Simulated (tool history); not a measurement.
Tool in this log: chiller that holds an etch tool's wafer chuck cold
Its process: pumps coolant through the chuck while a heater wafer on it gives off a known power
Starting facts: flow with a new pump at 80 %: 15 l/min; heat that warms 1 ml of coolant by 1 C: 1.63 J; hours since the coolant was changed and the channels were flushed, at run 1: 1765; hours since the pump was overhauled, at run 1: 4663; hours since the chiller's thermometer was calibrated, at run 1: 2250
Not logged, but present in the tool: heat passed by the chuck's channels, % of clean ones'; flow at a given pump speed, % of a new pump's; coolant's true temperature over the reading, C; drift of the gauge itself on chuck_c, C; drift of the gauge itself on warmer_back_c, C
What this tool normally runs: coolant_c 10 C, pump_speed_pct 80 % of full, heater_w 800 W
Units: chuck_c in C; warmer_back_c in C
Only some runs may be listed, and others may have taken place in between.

| run | hour | coolant_c | pump_speed_pct | heater_w | hours since the coolant was changed and the channels were flushed | hours since the pump was overhauled | hours since the chiller's thermometer was calibrated | chuck_c | warmer_back_c |
|---|---|---|---|---|---|---|---|---|---|
| 1 | 0 | 10 | 80 | 800 | 1765 | 4663 | 2250 | 19.5 | 2.13 |
| 2 | 141.2 | 10 | 80 | 800 | 1906 | 4804 | 2391 | 19.5 | 2.13 |
| 3 | 222.9 | 10 | 80 | 800 | 1988 | 4886 | 2473 | 19.8 | 2.07 |
| 4 | 324.7 | 10 | 80 | 800 | 2090 | 4987 | 2575 | 19.7 | 2.11 |
| 5 | 478.3 | 10 | 80 | 800 | 2243 | 5141 | 2728 | 19.6 | 2.13 |
| 6 | 568.6 | 10 | 80 | 800 | 2333 | 5231 | 2818 | 19.7 | 2.11 |
| 7 | 635.9 | 10 | 80 | 800 | 2401 | 5299 | 2886 | 19.7 | 2.07 |
|  | 720.8 | chiller's thermometer calibrated |
| 8 | 753.6 | 10 | 80 | 800 | 2518 | 5415 | 33 | 19.6 | 2.15 |
| 9 | 830 | 10 | 80 | 800 | 2594 | 5492 | 109 | 19.6 | 2.12 |
| 10 | 974.1 | 10 | 80 | 800 | 2738 | 5636 | 253 | 19.6 | 2.1 |
| 11 | 1063 | 10 | 85 | 800 | 2827 | 5725 | 342 | 19 | 1.98 |
| 12 | 1137.9 | 10 | 69 | 800 | 2902 | 5800 | 417 | 20.5 | 2.5 |
| 13 | 1237.7 | 10 | 69 | 800 | 3002 | 5900 | 517 | 20.6 | 2.49 |
| 14 | 1383.9 | 19 | 69 | 800 | 3148 | 6046 | 663 | 29.8 | 2.5 |
| 15 | 1541.6 | 1 | 80 | 800 | 3305 | 6203 | 821 | 10.6 | 2.11 |
| 16 | 1700.8 | 1 | 80 | 800 | 3465 | 6363 | 980 | 10.6 | 2.11 |
| 17 | 1781.3 | 8 | 80 | 637 | 3545 | 6443 | 1060 | 15.8 | 1.64 |
| 18 | 1851.9 | 12 | 68 | 631 | 3616 | 6514 | 1131 | 20.6 | 1.98 |
| 19 | 1989.4 | 3 | 64 | 1052 | 3753 | 6651 | 1269 | 18.3 | 3.6 |
| 20 | 2101.3 | 8 | 93 | 1112 | 3865 | 6763 | 1380 | 20.4 | 2.46 |
| 21 | 2237.9 | 12 | 66 | 800 | 4002 | 6900 | 1517 | 23.5 | 2.62 |
| 22 | 2305.8 | 12 | 66 | 475 | 4070 | 6968 | 1585 | 18.9 | 1.58 |
| 23 | 2374.5 | 10 | 87 | 846 | 4138 | 7036 | 1654 | 20.1 | 2.07 |
| 24 | 2503.6 | 10 | 80 | 537 | 4267 | 7165 | 1783 | 16.7 | 1.46 |
| 25 | 2571 | 10 | 80 | 537 | 4335 | 7233 | 1850 | 17 | 1.48 |
| 26 | 2735 | 9 | 80 | 570 | 4499 | 7397 | 2014 | 16.4 | 1.55 |
| 27 | 2854.2 | 10 | 86 | 800 | 4618 | 7516 | 2133 | 19.7 | 2.01 |
| 28 | 3009.7 | 2 | 80 | 1184 | 4774 | 7672 | 2289 | 17.1 | 3.18 |
| 29 | 3145.3 | 0 | 80 | 587 | 4909 | 7807 | 2424 | 7.8 | 1.53 |
| 30 | 3310.7 | 1 | 69 | 933 | 5075 | 7972 | 2590 | 14.3 | 2.93 |
| 31 | 3463.7 | 1 | 69 | 933 | 5228 | 8125 | 2743 | 14.7 | 2.98 |

Each run again, without the hidden state but with its own random variation kept:
| run | chuck_c | warmer_back_c |
|---|---|---|
| 1 | 18.5 | 2 |
| 2 | 18.5 | 2.01 |
| 3 | 18.7 | 1.94 |
| 4 | 18.6 | 1.98 |
| 5 | 18.4 | 2 |
| 6 | 18.5 | 1.98 |
| 7 | 18.4 | 1.94 |
| 8 | 18.7 | 2.01 |
| 9 | 18.7 | 1.98 |
| 10 | 18.6 | 1.96 |
| 11 | 18 | 1.85 |
| 12 | 19.3 | 2.32 |
| 13 | 19.4 | 2.31 |
| 14 | 28.6 | 2.32 |
| 15 | 9.4 | 1.95 |
| 16 | 9.3 | 1.95 |
| 17 | 14.7 | 1.51 |
| 18 | 19.4 | 1.83 |
| 19 | 16.3 | 3.31 |
| 20 | 18.6 | 2.26 |
| 21 | 21.8 | 2.41 |
| 22 | 17.8 | 1.45 |
| 23 | 18.6 | 1.9 |
| 24 | 15.6 | 1.34 |
| 25 | 15.8 | 1.36 |
| 26 | 15.1 | 1.42 |
| 27 | 18 | 1.84 |
| 28 | 14.5 | 2.9 |
| 29 | 6.3 | 1.39 |
| 30 | 11.9 | 2.66 |
| 31 | 12.1 | 2.69 |
